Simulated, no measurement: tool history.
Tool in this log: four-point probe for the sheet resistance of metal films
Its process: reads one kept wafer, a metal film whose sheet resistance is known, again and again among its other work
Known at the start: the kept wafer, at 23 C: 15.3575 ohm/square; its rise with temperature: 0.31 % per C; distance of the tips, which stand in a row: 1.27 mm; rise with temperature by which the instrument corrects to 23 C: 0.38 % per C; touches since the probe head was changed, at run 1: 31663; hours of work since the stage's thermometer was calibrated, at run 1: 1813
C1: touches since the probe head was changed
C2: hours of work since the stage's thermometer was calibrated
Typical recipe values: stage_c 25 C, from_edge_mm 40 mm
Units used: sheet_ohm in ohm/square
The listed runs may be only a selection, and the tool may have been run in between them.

run 1 hour=0.0 | stage_c=25 from_edge_mm=40 | C1=31663 C2=1813 | sheet_ohm=15.301100
run 2 hour=10.3 | stage_c=25 from_edge_mm=40 | C1=32035 C2=1821 | sheet_ohm=15.296589
run 3 hour=22.2 | stage_c=25 from_edge_mm=40 | C1=32459 C2=1830 | sheet_ohm=15.293992
run 4 hour=46.6 | stage_c=25 from_edge_mm=40 | C1=33334 C2=1850 | sheet_ohm=15.299466
run 5 hour=60.8 | stage_c=25 from_edge_mm=40 | C1=33845 C2=1861 | sheet_ohm=15.291409
run 6 hour=80.6 | stage_c=25 from_edge_mm=40 | C1=34556 C2=1877 | sheet_ohm=15.296923
run 7 hour=98.9 | stage_c=25 from_edge_mm=40 | C1=35212 C2=1891 | sheet_ohm=15.293935
run 8 hour=120.3 | stage_c=25 from_edge_mm=40 | C1=35981 C2=1908 | sheet_ohm=15.294980
run 9 hour=142.7 | stage_c=25 from_edge_mm=40 | C1=36783 C2=1926 | sheet_ohm=15.286121
run 10 hour=167.4 | stage_c=25 from_edge_mm=40 | C1=37672 C2=1945 | sheet_ohm=15.292848
run 11 hour=189.0 | stage_c=25 from_edge_mm=61 | C1=38447 C2=1963 | sheet_ohm=15.288366
run 12 hour=202.4 | stage_c=20 from_edge_mm=40 | C1=38926 C2=1973 | sheet_ohm=15.349061
run 13 hour=217.4 | stage_c=25 from_edge_mm=29 | C1=39463 C2=1985 | sheet_ohm=15.305245
run 14 hour=240.9 | stage_c=25 from_edge_mm=29 | C1=40309 C2=2004 | sheet_ohm=15.297240
run 15 hour=263.7 | stage_c=25 from_edge_mm=5 | C1=41126 C2=2022 | sheet_ohm=15.798301
run 16 hour=281.2 | stage_c=25 from_edge_mm=5 | C1=41755 C2=2035 | sheet_ohm=15.788909
run 17 hour=292.3 | stage_c=25 from_edge_mm=5 | C1=42153 C2=2044 | sheet_ohm=15.797757
-- hour=310.2 stage's thermometer calibrated
run 18 hour=312.6 | stage_c=25 from_edge_mm=35 | C1=42863 C2=2 | sheet_ohm=15.280878
run 19 hour=329.4 | stage_c=25 from_edge_mm=35 | C1=43464 C2=15 | sheet_ohm=15.284163
run 20 hour=345.4 | stage_c=25 from_edge_mm=40 | C1=44039 C2=28 | sheet_ohm=15.279819
run 21 hour=356.8 | stage_c=23 from_edge_mm=40 | C1=44449 C2=37 | sheet_ohm=15.300148
run 22 hour=369.4 | stage_c=29 from_edge_mm=40 | C1=44902 C2=47 | sheet_ohm=15.237891
run 23 hour=389.6 | stage_c=22 from_edge_mm=10 | C1=45625 C2=63 | sheet_ohm=15.438127
run 24 hour=403.8 | stage_c=25 from_edge_mm=4 | C1=46135 C2=74 | sheet_ohm=16.052313
run 25 hour=419.6 | stage_c=29 from_edge_mm=18 | C1=46701 C2=87 | sheet_ohm=15.263845
-- hour=426.2 stage's thermometer calibrated, once more
run 26 hour=439.6 | stage_c=25 from_edge_mm=36 | C1=47401 C2=11 | sheet_ohm=15.318877
run 27 hour=459.7 | stage_c=23 from_edge_mm=25 | C1=48122 C2=26 | sheet_ohm=15.352809
run 28 hour=471.9 | stage_c=28 from_edge_mm=27 | C1=48560 C2=36 | sheet_ohm=15.290419
run 29 hour=496.6 | stage_c=27 from_edge_mm=34 | C1=49447 C2=56 | sheet_ohm=15.299056
run 30 hour=517.1 | stage_c=23 from_edge_mm=4 | C1=50182 C2=72 | sheet_ohm=16.126890
run 31 hour=533.7 | stage_c=25 from_edge_mm=13 | C1=50778 C2=85 | sheet_ohm=15.386537
run 32 hour=549.8 | stage_c=29 from_edge_mm=17 | C1=51358 C2=98 | sheet_ohm=15.311005
run 33 hour=565.4 | stage_c=29 from_edge_mm=17 | C1=51917 C2=110 | sheet_ohm=15.305113
run 34 hour=578.1 | stage_c=29 from_edge_mm=17 | C1=52370 C2=120 | sheet_ohm=15.311754
run 35 hour=590.3 | stage_c=29 from_edge_mm=17 | C1=52811 C2=130 | sheet_ohm=15.310368
run 36 hour=614.6 | stage_c=21 from_edge_mm=30 | C1=53680 C2=149 | sheet_ohm=15.367579
run 37 hour=632.1 | stage_c=18 from_edge_mm=30 | C1=54309 C2=163 | sheet_ohm=15.401187
run 38 hour=642.6 | stage_c=18 from_edge_mm=30 | C1=54686 C2=171 | sheet_ohm=15.400458
run 39 hour=654.3 | stage_c=18 from_edge_mm=30 | C1=55107 C2=181 | sheet_ohm=15.406259
run 40 hour=668.3 | stage_c=22 from_edge_mm=25 | C1=55610 C2=192 | sheet_ohm=15.362998
run 41 hour=692.0 | stage_c=25 from_edge_mm=6 | C1=56457 C2=210 | sheet_ohm=15.665436
run 42 hour=708.0 | stage_c=25 from_edge_mm=6 | C1=57032 C2=223 | sheet_ohm=15.670049
run 43 hour=726.3 | stage_c=25 from_edge_mm=41 | C1=57688 C2=237 | sheet_ohm=15.315077
run 44 hour=736.8 | stage_c=19 from_edge_mm=7 | C1=58065 C2=246 | sheet_ohm=15.643347

Below, some changes in sheet_ohm between adjacent runs. For each, the amount present without the hidden state too (settings, incoming material, random variation) and the amount remaining for the hidden state with gauge scatter not shared by both compared results:
What the log doesn't record here: inner tips' distance over the nominal, %; tips' flats over new ones', %; wafer's true temperature over the reading, C; drift of the gauge itself on sheet_ohm, %.
Run 17 -> 18: from_edge_mm 5 -> 35, stage's thermometer calibrated. sheet_ohm -0.516879 ohm/square: hidden state -0.007738, all else -0.509141.
Run 24 -> 25: stage_c 25 -> 29, from_edge_mm 4 -> 18. sheet_ohm -0.788468 ohm/square: hidden state +0.003322, all else -0.791790.
Run 25 -> 26: stage_c 29 -> 25, from_edge_mm 18 -> 36, stage's thermometer calibrated, once more. sheet_ohm +0.055032 ohm/square: hidden state +0.039352, all else +0.015680.
Run 29 -> 30: stage_c 27 -> 23, from_edge_mm 34 -> 4. sheet_ohm +0.827834 ohm/square: hidden state -0.001838, all else +0.829672.
Run 30 -> 31: stage_c 23 -> 25, from_edge_mm 4 -> 13. sheet_ohm -0.740353 ohm/square: hidden state +0.000784, all else -0.741137.

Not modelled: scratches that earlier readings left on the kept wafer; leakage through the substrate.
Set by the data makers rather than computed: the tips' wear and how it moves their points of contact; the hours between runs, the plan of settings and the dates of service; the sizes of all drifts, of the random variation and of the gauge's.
